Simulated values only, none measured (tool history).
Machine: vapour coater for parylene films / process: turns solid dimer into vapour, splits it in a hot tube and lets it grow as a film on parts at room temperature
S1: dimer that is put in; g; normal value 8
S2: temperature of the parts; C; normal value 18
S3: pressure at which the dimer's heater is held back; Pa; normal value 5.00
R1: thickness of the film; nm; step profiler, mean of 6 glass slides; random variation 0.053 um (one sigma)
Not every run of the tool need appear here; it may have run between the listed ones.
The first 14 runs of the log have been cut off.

run	hour	S1	S2	S3	R1
15	150.3	8	18	2.07	7640
16	166.4	8	18	2.07	7580
17	174.6	8	18	2.07	7700
18	182.6	8	18	2.07	7650
19	192.3	8	12	5.00	8280
20	202.7	8	12	5.00	8210
21	211.3	8	12	5.00	8350
22	224.5	12	18	3.49	10150
23	238.0	10	29	3.63	4820
24	247.1	6	29	10.61	2160
25	263.1	5	21	4.21	3440
26	274.1	8	18	8.55	5330
27	285.9	8	25	7.02	4000
28	293.3	8	25	7.02	3940
29	309.6	8	25	7.02	3990
30	325.2	14	25	9.80	6380

Consider 3 possible next runs. They are alternatives, not a sequence: every one starts from the tool as it was left by run 30. What does each give?
A	334.1	4	25	9.80	?
B	334.1	5	14	4.27	?
C	334.1	8	11	2.62	?

run	R1
A	1820
B	4830
C	8440
With the hidden condition removed and each run's random variation left untouched, the same runs would have given:
run	R1
A	1840
B	4890
C	8750
